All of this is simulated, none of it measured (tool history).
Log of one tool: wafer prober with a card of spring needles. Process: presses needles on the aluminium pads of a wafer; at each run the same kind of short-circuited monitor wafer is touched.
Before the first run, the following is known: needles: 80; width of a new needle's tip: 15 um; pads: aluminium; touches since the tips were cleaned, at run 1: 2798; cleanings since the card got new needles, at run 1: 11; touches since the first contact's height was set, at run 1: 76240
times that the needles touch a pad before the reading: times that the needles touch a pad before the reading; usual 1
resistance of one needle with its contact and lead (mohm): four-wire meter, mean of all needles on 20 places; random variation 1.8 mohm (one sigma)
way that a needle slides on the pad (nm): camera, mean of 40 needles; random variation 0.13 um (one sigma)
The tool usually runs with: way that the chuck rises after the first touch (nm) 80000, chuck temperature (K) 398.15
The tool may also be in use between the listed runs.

run	hour	way that the chuck rises after the first touch (nm)	chuck temperature (K)	times that the needles touch a pad before the reading	touches since the tips were cleaned	cleanings since the card got new needles	touches since the first contact's height was set	resistance of one needle with its contact and lead (mohm)	way that a needle slides on the pad (nm)
1	0.0	80000	398.15	1	2798	11	76240	211	20750
# hour 6.5: tips cleaned on abrasive film
2	9.7	80000	335.15	1	1737	12	81479	198	20720
# hour 19.2: tips cleaned on abrasive film
3	19.3	80000	335.15	1	62	13	86655	187	20740
# hour 30.9: tips cleaned on abrasive film
4	32.3	80000	335.15	1	744	14	93671	191	20950
# hour 42.9: tips cleaned on abrasive film
5	45.6	80000	335.15	1	1457	15	100873	196	20890
# hour 55.0: tips cleaned on abrasive film
6	59.4	80000	335.15	1	2435	16	108358	205	20700
# hour 67.1: tips cleaned on abrasive film
7	75.4	80000	335.15	1	4528	17	117025	215	20800
# hour 78.8: tips cleaned on abrasive film
8	85.9	80000	335.15	2	3875	18	122706	198	20750
# hour 90.6: tips cleaned on abrasive film
9	95.0	80000	335.15	2	2442	19	127613	195	20780
# hour 102.1: tips cleaned on abrasive film
10	105.4	80000	335.15	2	1759	20	133183	192	20820
# hour 114.2: tips cleaned on abrasive film
11	116.1	80000	398.15	1	1031	21	138969	209	20680
# hour 126.0: tips cleaned on abrasive film
12	128.0	80000	398.15	1	1112	22	145405	202	20740
# hour 137.6: tips cleaned on abrasive film
13	137.6	71000	398.15	1	0	23	150599	201	18200
14	146.2	71000	398.15	1	4678	23	155277	225	18230
# hour 149.7: tips cleaned on abrasive film
15	159.8	71000	398.15	1	5519	24	162635	235	18120
# hour 162.4: tips cleaned on abrasive film
16	169.1	80000	398.15	2	3668	25	167664	212	20790
# hour 174.2: tips cleaned on abrasive film
17	179.3	80000	398.15	2	2795	26	173165	205	20520
# hour 186.9: tips cleaned on abrasive film
18	187.3	80000	398.15	2	198	27	177454	198	20370
19	197.7	66000	317.15	2	5896	27	183152	212	16870
# hour 198.8: tips cleaned on abrasive film
# hour 211.0: tips cleaned on abrasive film
20	215.1	94000	364.15	1	2248	29	192526	201	24050
# hour 222.6: tips cleaned on abrasive film
21	232.4	94000	364.15	1	5369	30	201894	209	24050
# hour 234.4: tips cleaned on abrasive film
22	244.4	94000	364.15	1	5468	31	208381	208	24000
# hour 246.3: tips cleaned on abrasive film
# hour 258.6: tips cleaned on abrasive film
23	259.6	67000	326.15	1	574	33	216561	193	16840
24	268.2	65000	309.15	2	5245	33	221232	211	16160
# hour 270.9: tips cleaned on abrasive film
25	276.4	65000	309.15	2	3004	34	225629	202	16330
# hour 282.8: tips cleaned on abrasive film
26	289.4	80000	322.15	2	3596	35	232662	197	20310
# hour 295.0: tips cleaned on abrasive film
27	301.6	80000	322.15	2	3605	36	239276	194	20360

What will run 28 give?
# hour 306.5: tips cleaned on abrasive film
28	312.5	80000	322.15	2	3271	37	245180	?	?

resistance of one needle with its contact and lead (mohm): 194
way that a needle slides on the pad (nm): 20250
Minus the tool's unlogged condition, the same run would have read resistance of one needle with its contact and lead (mohm) 178, way that a needle slides on the pad (nm) 21180.
